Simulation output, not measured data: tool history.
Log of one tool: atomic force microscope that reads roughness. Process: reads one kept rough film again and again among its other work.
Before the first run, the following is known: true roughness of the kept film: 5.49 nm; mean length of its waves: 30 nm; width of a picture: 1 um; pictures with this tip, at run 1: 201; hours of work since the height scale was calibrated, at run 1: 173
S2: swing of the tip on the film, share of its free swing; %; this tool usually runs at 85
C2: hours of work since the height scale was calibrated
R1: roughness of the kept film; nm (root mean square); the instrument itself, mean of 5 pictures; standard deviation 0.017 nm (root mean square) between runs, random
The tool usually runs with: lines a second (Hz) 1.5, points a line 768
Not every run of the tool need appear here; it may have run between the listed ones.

{"run": 1, "hour": 0.0, "lines a second (Hz)": 1.5, "S2": 85, "points a line": 768, "pictures with this tip": 201, "C2": 173, "R1": 3.3}
{"run": 2, "hour": 12.9, "lines a second (Hz)": 1.5, "S2": 85, "points a line": 768, "pictures with this tip": 219, "C2": 180, "R1": 3.261}
{"run": 3, "hour": 29.4, "lines a second (Hz)": 3.7, "S2": 85, "points a line": 768, "pictures with this tip": 244, "C2": 189, "R1": 2.625}
{"run": 4, "hour": 48.0, "lines a second (Hz)": 1.49, "S2": 85, "points a line": 768, "pictures with this tip": 271, "C2": 199, "R1": 3.139}
{"run": 5, "hour": 56.8, "lines a second (Hz)": 1.49, "S2": 85, "points a line": 768, "pictures with this tip": 284, "C2": 204, "R1": 3.082}
{"hour": 63.3, "done": "new tip fitted"}
{"run": 6, "hour": 66.6, "lines a second (Hz)": 1.49, "S2": 85, "points a line": 768, "pictures with this tip": 4, "C2": 210, "R1": 4.086}
{"run": 7, "hour": 85.9, "lines a second (Hz)": 0.66, "S2": 85, "points a line": 768, "pictures with this tip": 33, "C2": 220, "R1": 4.321}
{"run": 8, "hour": 104.0, "lines a second (Hz)": 0.66, "S2": 85, "points a line": 768, "pictures with this tip": 59, "C2": 230, "R1": 4.224}
{"run": 9, "hour": 115.2, "lines a second (Hz)": 1.5, "S2": 85, "points a line": 768, "pictures with this tip": 76, "C2": 237, "R1": 3.813}
{"run": 10, "hour": 129.3, "lines a second (Hz)": 1.5, "S2": 68, "points a line": 768, "pictures with this tip": 96, "C2": 245, "R1": 4.079}
{"run": 11, "hour": 148.8, "lines a second (Hz)": 1.5, "S2": 85, "points a line": 758, "pictures with this tip": 125, "C2": 256, "R1": 3.622}
{"run": 12, "hour": 166.9, "lines a second (Hz)": 1.5, "S2": 85, "points a line": 758, "pictures with this tip": 151, "C2": 266, "R1": 3.554}
{"run": 13, "hour": 180.9, "lines a second (Hz)": 1.5, "S2": 85, "points a line": 758, "pictures with this tip": 172, "C2": 274, "R1": 3.5}
{"run": 14, "hour": 201.3, "lines a second (Hz)": 1.5, "S2": 85, "points a line": 768, "pictures with this tip": 202, "C2": 285, "R1": 3.382}
{"run": 15, "hour": 210.0, "lines a second (Hz)": 1.72, "S2": 85, "points a line": 768, "pictures with this tip": 215, "C2": 290, "R1": 3.269}
{"run": 16, "hour": 218.5, "lines a second (Hz)": 1.72, "S2": 85, "points a line": 768, "pictures with this tip": 227, "C2": 295, "R1": 3.224}
{"run": 17, "hour": 231.5, "lines a second (Hz)": 3.38, "S2": 85, "points a line": 768, "pictures with this tip": 246, "C2": 302, "R1": 2.708}
{"run": 18, "hour": 251.2, "lines a second (Hz)": 1.5, "S2": 85, "points a line": 890, "pictures with this tip": 275, "C2": 313, "R1": 3.166}
{"hour": 265.3, "done": "new tip fitted"}
{"run": 19, "hour": 271.4, "lines a second (Hz)": 1.5, "S2": 85, "points a line": 768, "pictures with this tip": 9, "C2": 324, "R1": 4.06}
{"run": 20, "hour": 282.4, "lines a second (Hz)": 1.5, "S2": 85, "points a line": 768, "pictures with this tip": 25, "C2": 330, "R1": 3.989}
{"run": 21, "hour": 297.5, "lines a second (Hz)": 1.5, "S2": 85, "points a line": 768, "pictures with this tip": 47, "C2": 339, "R1": 3.903}
{"run": 22, "hour": 315.5, "lines a second (Hz)": 1.5, "S2": 85, "points a line": 768, "pictures with this tip": 74, "C2": 349, "R1": 3.826}
{"run": 23, "hour": 331.6, "lines a second (Hz)": 1.5, "S2": 75, "points a line": 406, "pictures with this tip": 97, "C2": 358, "R1": 3.951}
{"run": 24, "hour": 345.0, "lines a second (Hz)": 1.78, "S2": 80, "points a line": 406, "pictures with this tip": 117, "C2": 365, "R1": 3.694}
{"run": 25, "hour": 356.0, "lines a second (Hz)": 1.12, "S2": 64, "points a line": 562, "pictures with this tip": 133, "C2": 371, "R1": 4.049}
{"run": 26, "hour": 369.4, "lines a second (Hz)": 1.12, "S2": 64, "points a line": 562, "pictures with this tip": 153, "C2": 379, "R1": 3.978}
{"run": 27, "hour": 383.0, "lines a second (Hz)": 1.12, "S2": 64, "points a line": 562, "pictures with this tip": 172, "C2": 387, "R1": 3.915}
{"run": 28, "hour": 402.6, "lines a second (Hz)": 1.12, "S2": 64, "points a line": 562, "pictures with this tip": 201, "C2": 398, "R1": 3.826}
{"run": 29, "hour": 421.5, "lines a second (Hz)": 1.12, "S2": 64, "points a line": 562, "pictures with this tip": 229, "C2": 408, "R1": 3.721}
{"run": 30, "hour": 430.7, "lines a second (Hz)": 1.12, "S2": 73, "points a line": 916, "pictures with this tip": 242, "C2": 413, "R1": 3.594}
{"run": 31, "hour": 443.9, "lines a second (Hz)": 1.39, "S2": 67, "points a line": 487, "pictures with this tip": 262, "C2": 421, "R1": 3.507}
{"run": 32, "hour": 455.8, "lines a second (Hz)": 1.39, "S2": 67, "points a line": 487, "pictures with this tip": 279, "C2": 427, "R1": 3.494}
{"hour": 466.5, "done": "new tip fitted"}
{"run": 33, "hour": 470.8, "lines a second (Hz)": 0.61, "S2": 79, "points a line": 487, "pictures with this tip": 6, "C2": 435, "R1": 4.5}
{"run": 34, "hour": 486.0, "lines a second (Hz)": 1.12, "S2": 71, "points a line": 340, "pictures with this tip": 29, "C2": 444, "R1": 4.308}
{"run": 35, "hour": 504.6, "lines a second (Hz)": 3.05, "S2": 72, "points a line": 857, "pictures with this tip": 56, "C2": 454, "R1": 3.801}
{"run": 36, "hour": 522.2, "lines a second (Hz)": 0.86, "S2": 60, "points a line": 576, "pictures with this tip": 82, "C2": 464, "R1": 4.299}
{"run": 37, "hour": 542.0, "lines a second (Hz)": 0.86, "S2": 60, "points a line": 576, "pictures with this tip": 111, "C2": 475, "R1": 4.177}
{"run": 38, "hour": 553.2, "lines a second (Hz)": 0.86, "S2": 60, "points a line": 576, "pictures with this tip": 127, "C2": 482, "R1": 4.091}
{"run": 39, "hour": 563.5, "lines a second (Hz)": 0.69, "S2": 85, "points a line": 562, "pictures with this tip": 142, "C2": 487, "R1": 3.85}
{"run": 40, "hour": 572.2, "lines a second (Hz)": 1.53, "S2": 68, "points a line": 575, "pictures with this tip": 155, "C2": 492, "R1": 3.794}
{"run": 41, "hour": 588.2, "lines a second (Hz)": 1.53, "S2": 68, "points a line": 575, "pictures with this tip": 178, "C2": 501, "R1": 3.746}
{"run": 42, "hour": 607.6, "lines a second (Hz)": 1.53, "S2": 68, "points a line": 575, "pictures with this tip": 207, "C2": 512, "R1": 3.614}
{"run": 43, "hour": 620.3, "lines a second (Hz)": 1.53, "S2": 68, "points a line": 575, "pictures with this tip": 226, "C2": 519, "R1": 3.583}

Below are 3 alternative next runs, each starting from the tool's condition after run 43. Predict each:
{"run": "A", "hour": 640.5, "lines a second (Hz)": 0.93, "S2": 88, "points a line": 719, "pictures with this tip": 255, "C2": 531, "R1": "?"}
{"run": "B", "hour": 640.5, "lines a second (Hz)": 0.65, "S2": 85, "points a line": 948, "pictures with this tip": 255, "C2": 531, "R1": "?"}
{"run": "C", "hour": 640.5, "lines a second (Hz)": 1.53, "S2": 68, "points a line": 263, "pictures with this tip": 255, "C2": 531, "R1": "?"}

run=A R1=3.315
run=B R1=3.469
run=C R1=3.451
Take away the tool's hidden state, keep each run's random variation, and the runs would have read:
run=A R1=4.323
run=B R1=4.525
run=C R1=4.5
